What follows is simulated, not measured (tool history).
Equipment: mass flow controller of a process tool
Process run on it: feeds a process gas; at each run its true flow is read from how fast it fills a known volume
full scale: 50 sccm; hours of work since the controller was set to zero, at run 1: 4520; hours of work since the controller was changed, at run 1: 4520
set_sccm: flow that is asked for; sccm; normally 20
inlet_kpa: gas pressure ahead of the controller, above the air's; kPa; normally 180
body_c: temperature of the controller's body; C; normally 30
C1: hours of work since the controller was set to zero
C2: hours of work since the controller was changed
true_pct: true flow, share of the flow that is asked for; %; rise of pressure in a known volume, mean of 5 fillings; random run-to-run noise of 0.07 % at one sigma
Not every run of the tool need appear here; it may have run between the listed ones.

Run 1, hour 0: usual settings; C1 4520; C2 4520. Result: true_pct 99.36 %.
Run 2, hour 160.3: usual settings; C1 4639; C2 4639. Result: true_pct 99.16 %.
Run 3, hour 356.8: usual settings but set_sccm 43 sccm; C1 4786; C2 4786. Result: true_pct 99.8 %.
Run 4, hour 501.9: usual settings but set_sccm 43 sccm; C1 4894; C2 4894. Result: true_pct 99.69 %.
Run 5, hour 673.8: usual settings but inlet_kpa 226 kPa; C1 5023; C2 5023. Result: true_pct 99.13 %.
Run 6, hour 775.7: usual settings but inlet_kpa 226 kPa; C1 5099; C2 5099. Result: true_pct 99.08 %.
Run 7, hour 950.6: usual settings but inlet_kpa 226 kPa; C1 5229; C2 5229. Result: true_pct 99.06 %.
Run 8, hour 1098.3: usual settings but set_sccm 5 sccm; C1 5340; C2 5340. Result: true_pct 98.33 %.
Run 9, hour 1268.7: usual settings but set_sccm 5 sccm; C1 5467; C2 5467. Result: true_pct 98.13 %.
Run 10, hour 1448.7: usual settings but set_sccm 5 sccm; C1 5601; C2 5601. Result: true_pct 98.23 %.
Run 11, hour 1553.6: usual settings but body_c 23 C; C1 5680; C2 5680. Result: true_pct 98.23 %.
Run 12, hour 1719.8: usual settings but set_sccm 11 sccm; C1 5804; C2 5804. Result: true_pct 98.23 %.
Run 13, hour 1905.1: usual settings but set_sccm 11 sccm; C1 5942; C2 5942. Result: true_pct 98.07 %.
Run 14, hour 2041.3: usual settings but set_sccm 11 sccm; C1 6044; C2 6044. Result: true_pct 98.03 %.
Run 15, hour 2220.8: usual settings but set_sccm 11 sccm; C1 6178; C2 6178. Result: true_pct 97.89 %.
Run 16, hour 2369.7: usual settings but set_sccm 17 sccm; C1 6289; C2 6289. Result: true_pct 98.18 %.
Run 17, hour 2513.9: usual settings but set_sccm 16 sccm; C1 6397; C2 6397. Result: true_pct 97.9 %.
Run 18, hour 2683.8: usual settings but set_sccm 16 sccm; C1 6523; C2 6523. Result: true_pct 97.7 %.
Run 19, hour 2844.4: usual settings but set_sccm 16 sccm; C1 6643; C2 6643. Result: true_pct 97.68 %.
Run 20, hour 2936.5: usual settings but set_sccm 16 sccm; C1 6712; C2 6712. Result: true_pct 97.62 %.
Run 21, hour 3083.3: usual settings; C1 6822; C2 6822. Result: true_pct 97.68 %.
Run 22, hour 3177: usual settings but set_sccm 10 sccm, inlet_kpa 206 kPa, body_c 39 C; C1 6892; C2 6892. Result: true_pct 97.99 %.
Run 23, hour 3353.8: usual settings but inlet_kpa 161 kPa; C1 7024; C2 7024. Result: true_pct 97.46 %.
Run 24, hour 3474.2: usual settings but set_sccm 30 sccm, inlet_kpa 230 kPa, body_c 28 C; C1 7114; C2 7114. Result: true_pct 98.02 %.
Run 25, hour 3584.3: usual settings but set_sccm 38 sccm, inlet_kpa 160 kPa, body_c 31 C; C1 7196; C2 7196. Result: true_pct 97.92 %.
Run 26, hour 3750.3: usual settings but set_sccm 12 sccm, body_c 21 C; C1 7320; C2 7320. Result: true_pct 96.71 %.
Run 27, hour 3844.6: usual settings but set_sccm 12 sccm, body_c 21 C; C1 7390; C2 7390. Result: true_pct 96.83 %.
Run 28, hour 3990.9: usual settings but set_sccm 15 sccm, inlet_kpa 280 kPa; C1 7499; C2 7499. Result: true_pct 97.63 %.
Run 29, hour 4182.4: usual settings but set_sccm 15 sccm, inlet_kpa 280 kPa; C1 7642; C2 7642. Result: true_pct 97.7 %.
Run 30, hour 4338.7: usual settings but set_sccm 16 sccm, inlet_kpa 213 kPa, body_c 31 C; C1 7759; C2 7759. Result: true_pct 97.23 %.
At hour 4394.4: controller's zero set anew.
Run 31, hour 4465.5: usual settings but set_sccm 16 sccm, inlet_kpa 234 kPa, body_c 33 C; C1 53; C2 7853. Result: true_pct 97.33 %.
Run 32, hour 4598.1: usual settings but set_sccm 35 sccm, inlet_kpa 268 kPa, body_c 29 C; C1 152; C2 7952. Result: true_pct 97.81 %.
Run 33, hour 4758.4: usual settings but set_sccm 35 sccm, inlet_kpa 268 kPa, body_c 29 C; C1 272; C2 8072. Result: true_pct 97.66 %.
Run 34, hour 4911.9: usual settings but set_sccm 35 sccm; C1 386; C2 8187. Result: true_pct 97.23 %.
Run 35, hour 5065.7: usual settings but set_sccm 13 sccm; C1 501; C2 8301. Result: true_pct 96.45 %.
Run 36, hour 5186.7: usual settings but set_sccm 37 sccm, inlet_kpa 155 kPa, body_c 23 C; C1 592; C2 8392. Result: true_pct 96.75 %.
At hour 5312.7: gauge calibrated.
Run 37, hour 5321: usual settings but set_sccm 37 sccm, inlet_kpa 155 kPa, body_c 23 C; C1 692; C2 8492. Result: true_pct 99.43 %.
Run 38, hour 5494.9: usual settings but set_sccm 41 sccm, inlet_kpa 188 kPa; C1 822; C2 8622. Result: true_pct 99.8 %.
Run 39, hour 5678.2: usual settings but set_sccm 7 sccm, inlet_kpa 246 kPa, body_c 37 C; C1 959; C2 8759. Result: true_pct 99.35 %.
Run 40, hour 5832.8: usual settings but set_sccm 7 sccm, inlet_kpa 246 kPa, body_c 37 C; C1 1074; C2 8874. Result: true_pct 99.36 %.
Run 41, hour 5990.6: usual settings but set_sccm 28 sccm, inlet_kpa 231 kPa, body_c 37 C; C1 1192; C2 8992. Result: true_pct 99.69 %.

What if the next run were any one of these 3? Each begins from the tool's condition after run 41:
Run A, hour 6113.6: usual settings but set_sccm 12 sccm, body_c 28 C; C1 1284; C2 9084. Result: true_pct ?.
Run B, hour 6113.6: usual settings but set_sccm 40 sccm; C1 1284; C2 9084. Result: true_pct ?.
Run C, hour 6113.6: usual settings but set_sccm 18 sccm; C1 1284; C2 9084. Result: true_pct ?.

run  true_pct
  A      98.7
  B     99.39
  C     98.81
What these runs would have given with no unlogged condition in the tool:
run  true_pct
  A      99.1
  B     99.79
  C     99.21
